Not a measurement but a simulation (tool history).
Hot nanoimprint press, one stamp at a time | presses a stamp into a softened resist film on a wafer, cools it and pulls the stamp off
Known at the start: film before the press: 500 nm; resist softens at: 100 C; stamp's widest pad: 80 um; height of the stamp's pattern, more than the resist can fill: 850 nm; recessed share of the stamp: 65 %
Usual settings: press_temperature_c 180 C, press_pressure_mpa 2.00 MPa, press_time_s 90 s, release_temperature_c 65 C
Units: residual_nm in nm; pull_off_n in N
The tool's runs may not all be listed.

{"run": 1, "hour": 0.0, "press_temperature_c": 180, "press_pressure_mpa": 2.0, "press_time_s": 90, "release_temperature_c": 65, "residual_nm": 265.1, "pull_off_n": 235}
{"run": 2, "hour": 42.6, "press_temperature_c": 180, "press_pressure_mpa": 2.0, "press_time_s": 90, "release_temperature_c": 65, "residual_nm": 264.7, "pull_off_n": 242}
{"hour": 85.1, "done": "press's hydraulic seals changed and the load cell set to zero"}
{"hour": 102.7, "done": "stamp cleaned and given a new release coat"}
{"run": 3, "hour": 116.7, "press_temperature_c": 180, "press_pressure_mpa": 2.0, "press_time_s": 73, "release_temperature_c": 65, "residual_nm": 280.2, "pull_off_n": 220}
{"run": 4, "hour": 165.8, "press_temperature_c": 180, "press_pressure_mpa": 2.0, "press_time_s": 90, "release_temperature_c": 65, "residual_nm": 261.7, "pull_off_n": 228}
{"run": 5, "hour": 225.1, "press_temperature_c": 180, "press_pressure_mpa": 2.0, "press_time_s": 90, "release_temperature_c": 65, "residual_nm": 259.6, "pull_off_n": 237}
{"run": 6, "hour": 274.0, "press_temperature_c": 180, "press_pressure_mpa": 2.38, "press_time_s": 90, "release_temperature_c": 65, "residual_nm": 240.5, "pull_off_n": 243}
{"hour": 299.1, "done": "stamp cleaned and given a new release coat"}
{"run": 7, "hour": 329.3, "press_temperature_c": 180, "press_pressure_mpa": 2.38, "press_time_s": 90, "release_temperature_c": 65, "residual_nm": 237.9, "pull_off_n": 212}
{"run": 8, "hour": 377.5, "press_temperature_c": 180, "press_pressure_mpa": 2.0, "press_time_s": 90, "release_temperature_c": 65, "residual_nm": 258.4, "pull_off_n": 217}
{"run": 9, "hour": 439.8, "press_temperature_c": 180, "press_pressure_mpa": 2.0, "press_time_s": 90, "release_temperature_c": 65, "residual_nm": 258.7, "pull_off_n": 238}
{"hour": 455.4, "done": "plate thermocouple calibrated"}
{"run": 10, "hour": 470.4, "press_temperature_c": 180, "press_pressure_mpa": 2.0, "press_time_s": 105, "release_temperature_c": 65, "residual_nm": 235.8, "pull_off_n": 235}
{"hour": 498.2, "done": "stamp cleaned and given a new release coat"}
{"run": 11, "hour": 515.8, "press_temperature_c": 180, "press_pressure_mpa": 2.0, "press_time_s": 105, "release_temperature_c": 65, "residual_nm": 234.9, "pull_off_n": 202}
{"run": 12, "hour": 580.6, "press_temperature_c": 180, "press_pressure_mpa": 2.0, "press_time_s": 90, "release_temperature_c": 65, "residual_nm": 248.0, "pull_off_n": 212}
{"run": 13, "hour": 612.4, "press_temperature_c": 180, "press_pressure_mpa": 2.0, "press_time_s": 90, "release_temperature_c": 59, "residual_nm": 245.3, "pull_off_n": 256}
{"run": 14, "hour": 659.3, "press_temperature_c": 180, "press_pressure_mpa": 2.0, "press_time_s": 90, "release_temperature_c": 56, "residual_nm": 246.6, "pull_off_n": 279}
{"hour": 692.7, "done": "stamp cleaned and given a new release coat"}
{"run": 15, "hour": 730.2, "press_temperature_c": 171, "press_pressure_mpa": 2.0, "press_time_s": 90, "release_temperature_c": 50, "residual_nm": 293.1, "pull_off_n": 284}
{"hour": 757.0, "done": "plate thermocouple calibrated, once more"}
{"run": 16, "hour": 796.8, "press_temperature_c": 180, "press_pressure_mpa": 1.3, "press_time_s": 90, "release_temperature_c": 68, "residual_nm": 323.4, "pull_off_n": 220}
{"hour": 822.5, "done": "press's hydraulic seals changed and the load cell set to zero"}
{"run": 17, "hour": 864.7, "press_temperature_c": 180, "press_pressure_mpa": 1.45, "press_time_s": 90, "release_temperature_c": 68, "residual_nm": 306.7, "pull_off_n": 235}

Run 18 comes next. What will it give?
{"hour": 898.8, "done": "stamp cleaned and given a new release coat"}
{"run": 18, "hour": 932.0, "press_temperature_c": 181, "press_pressure_mpa": 2.0, "press_time_s": 90, "release_temperature_c": 71, "residual_nm": "?", "pull_off_n": "?"}

{"run 18": {"residual_nm": 262.0, "pull_off_n": 189}}
Without the tool's hidden state the same run would have given residual_nm 263.2 nm, pull_off_n 185 N.
